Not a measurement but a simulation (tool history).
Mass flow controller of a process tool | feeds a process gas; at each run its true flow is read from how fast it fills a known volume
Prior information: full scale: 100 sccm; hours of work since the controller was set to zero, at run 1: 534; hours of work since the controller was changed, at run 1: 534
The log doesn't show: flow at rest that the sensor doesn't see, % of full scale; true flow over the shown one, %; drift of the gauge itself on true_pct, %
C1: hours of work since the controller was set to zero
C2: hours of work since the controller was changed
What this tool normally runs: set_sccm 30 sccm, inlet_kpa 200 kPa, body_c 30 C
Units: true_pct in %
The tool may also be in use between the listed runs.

Run 1, hour 0: usual settings; C1 534; C2 534. Result: true_pct 99.72 %.
Run 2, hour 182.3: usual settings; C1 674; C2 674. Result: true_pct 99.74 %.
Run 3, hour 484: usual settings but body_c 26 C; C1 905; C2 905. Result: true_pct 99.44 %.
Run 4, hour 661.2: usual settings but body_c 29 C; C1 1041; C2 1041. Result: true_pct 99.85 %.
Run 5, hour 934.4: usual settings but body_c 29 C; C1 1250; C2 1250. Result: true_pct 99.96 %.
Run 6, hour 1183.2: usual settings; C1 1440; C2 1440. Result: true_pct 100.07 %.
Run 7, hour 1435.7: usual settings but body_c 38 C; C1 1634; C2 1634. Result: true_pct 100.92 %.
Run 8, hour 1753.7: usual settings; C1 1877; C2 1877. Result: true_pct 100.27 %.
Run 9, hour 1899.5: usual settings but set_sccm 19 sccm; C1 1989; C2 1989. Result: true_pct 100.82 %.
Run 10, hour 2165.2: usual settings but set_sccm 19 sccm; C1 2192; C2 2192. Result: true_pct 101.11 %.
Run 11, hour 2388.4: usual settings but set_sccm 19 sccm; C1 2363; C2 2363. Result: true_pct 101.21 %.
Run 12, hour 2629.7: usual settings but set_sccm 23 sccm; C1 2548; C2 2548. Result: true_pct 101.01 %.
Run 13, hour 2951: usual settings but set_sccm 23 sccm; C1 2794; C2 2794. Result: true_pct 101.2 %.
Run 14, hour 3201.3: usual settings but set_sccm 23 sccm; C1 2986; C2 2986. Result: true_pct 101.15 %.
Run 15, hour 3458.4: usual settings but set_sccm 23 sccm; C1 3183; C2 3183. Result: true_pct 101.42 %.
Run 16, hour 3736: usual settings; C1 3395; C2 3395. Result: true_pct 100.88 %.
Run 17, hour 3882.4: usual settings but inlet_kpa 145 kPa; C1 3507; C2 3507. Result: true_pct 100.5 %.
Run 18, hour 4022: usual settings; C1 3614; C2 3614. Result: true_pct 100.79 %.
Run 19, hour 4263.3: usual settings but inlet_kpa 258 kPa; C1 3799; C2 3799. Result: true_pct 101.43 %.
Run 20, hour 4479.8: usual settings; C1 3965; C2 3965. Result: true_pct 101.17 %.
Run 21, hour 4811: usual settings but set_sccm 95 sccm; C1 4218; C2 4218. Result: true_pct 100.24 %.
At hour 4843: controller's zero set anew.
Run 22, hour 5050: usual settings but set_sccm 95 sccm; C1 158; C2 4401. Result: true_pct 100.72 %.
Run 23, hour 5209.9: usual settings but body_c 33 C; C1 281; C2 4523. Result: true_pct 103.34 %.
Run 24, hour 5429.4: usual settings but body_c 33 C; C1 449; C2 4691. Result: true_pct 103.56 %.
Run 25, hour 5691.2: usual settings but inlet_kpa 160 kPa, body_c 33 C; C1 650; C2 4892. Result: true_pct 103.29 %.
At hour 5930.8: controller exchanged for a calibrated one.
Run 26, hour 6006.9: usual settings but set_sccm 96 sccm, inlet_kpa 224 kPa, body_c 20 C; C1 58; C2 58. Result: true_pct 99.61 %.
Run 27, hour 6296.5: usual settings but inlet_kpa 253 kPa, body_c 25 C; C1 280; C2 280. Result: true_pct 99.46 %.
Run 28, hour 6634.2: usual settings but set_sccm 79 sccm, inlet_kpa 163 kPa; C1 539; C2 539. Result: true_pct 100.02 %.
At hour 6725.4: controller's zero set anew, once more.
Run 29, hour 6923.5: usual settings but set_sccm 15 sccm, inlet_kpa 185 kPa, body_c 27 C; C1 152; C2 760. Result: true_pct 99.07 %.
Run 30, hour 7138.2: usual settings but set_sccm 26 sccm; C1 316; C2 924. Result: true_pct 99.51 %.
Run 31, hour 7286.9: usual settings but set_sccm 56 sccm, inlet_kpa 143 kPa, body_c 24 C; C1 430; C2 1038. Result: true_pct 98.81 %.
Run 32, hour 7501.1: usual settings but set_sccm 57 sccm, inlet_kpa 165 kPa, body_c 21 C; C1 594; C2 1202. Result: true_pct 98.76 %.
Run 33, hour 7703.2: usual settings but set_sccm 22 sccm, inlet_kpa 247 kPa, body_c 23 C; C1 749; C2 1357. Result: true_pct 99.46 %.
Run 34, hour 7888.9: usual settings but set_sccm 12 sccm, inlet_kpa 208 kPa, body_c 23 C; C1 891; C2 1499. Result: true_pct 99.86 %.
Run 35, hour 8173.3: usual settings but set_sccm 21 sccm, inlet_kpa 168 kPa, body_c 22 C; C1 1109; C2 1717. Result: true_pct 99.12 %.
Run 36, hour 8353.5: usual settings but set_sccm 11 sccm, inlet_kpa 173 kPa; C1 1247; C2 1855. Result: true_pct 101.15 %.
Run 37, hour 8496.9: usual settings but set_sccm 11 sccm, inlet_kpa 173 kPa; C1 1357; C2 1965. Result: true_pct 101.38 %.
Run 38, hour 8674.3: usual settings but set_sccm 24 sccm, inlet_kpa 197 kPa; C1 1492; C2 2100. Result: true_pct 100.11 %.
Run 39, hour 8952.3: usual settings but set_sccm 24 sccm, inlet_kpa 197 kPa; C1 1705; C2 2313. Result: true_pct 100.28 %.
Run 40, hour 9198.5: usual settings but set_sccm 24 sccm, inlet_kpa 197 kPa; C1 1894; C2 2502. Result: true_pct 100.41 %.
Run 41, hour 9427: usual settings but set_sccm 24 sccm, inlet_kpa 147 kPa, body_c 26 C; C1 2069; C2 2677. Result: true_pct 99.83 %.
Run 42, hour 9652.3: usual settings but set_sccm 38 sccm, inlet_kpa 236 kPa; C1 2241; C2 2849. Result: true_pct 100.39 %.
Run 43, hour 9841: usual settings but set_sccm 18 sccm, inlet_kpa 172 kPa, body_c 26 C; C1 2386; C2 2994. Result: true_pct 100.75 %.
Run 44, hour 10046.6: usual settings but set_sccm 90 sccm, inlet_kpa 207 kPa, body_c 34 C; C1 2543; C2 3151. Result: true_pct 100.52 %.
Run 45, hour 10364.4: usual settings but set_sccm 90 sccm, inlet_kpa 207 kPa, body_c 34 C; C1 2787; C2 3395. Result: true_pct 100.5 %.
Run 46, hour 10641.1: usual settings but set_sccm 46 sccm, inlet_kpa 274 kPa, body_c 35 C; C1 2998; C2 3606. Result: true_pct 101.08 %.
Run 47, hour 10924.3: usual settings but set_sccm 46 sccm, inlet_kpa 274 kPa, body_c 35 C; C1 3215; C2 3823. Result: true_pct 101.12 %.
Run 48, hour 11260.4: usual settings but set_sccm 95 sccm, inlet_kpa 192 kPa, body_c 27 C; C1 3473; C2 4081. Result: true_pct 99.78 %.

Take each entry between the runs: how does the hidden state at the last listed run before it differ from the hidden state at the first listed run after it?
From run 21 to run 22: controller's zero set anew (hour 4843)
  flow at rest that the sensor doesn't see, % of full scale: 0.899 -> 1.45; true flow over the shown one, %: -1.18 -> -1.23
  difference, measured minus the result without the unlogged condition, true_pct: -0.23 -> +0.3 %
From run 25 to run 26: controller exchanged for a calibrated one (hour 5930.8)
  flow at rest that the sensor doesn't see, % of full scale: 1.556 -> 0.019; true flow over the shown one, %: -1.36 -> 0.06
  difference, measured minus the result without the unlogged condition, true_pct: +3.83 -> +0.07 %
From run 28 to run 29: controller's zero set anew, once more (hour 6725.4)
  flow at rest that the sensor doesn't see, % of full scale: 0.126 -> 0.063; true flow over the shown one, %: -0.08 -> -0.14
  difference, measured minus the result without the unlogged condition, true_pct: +0.08 -> +0.29 %
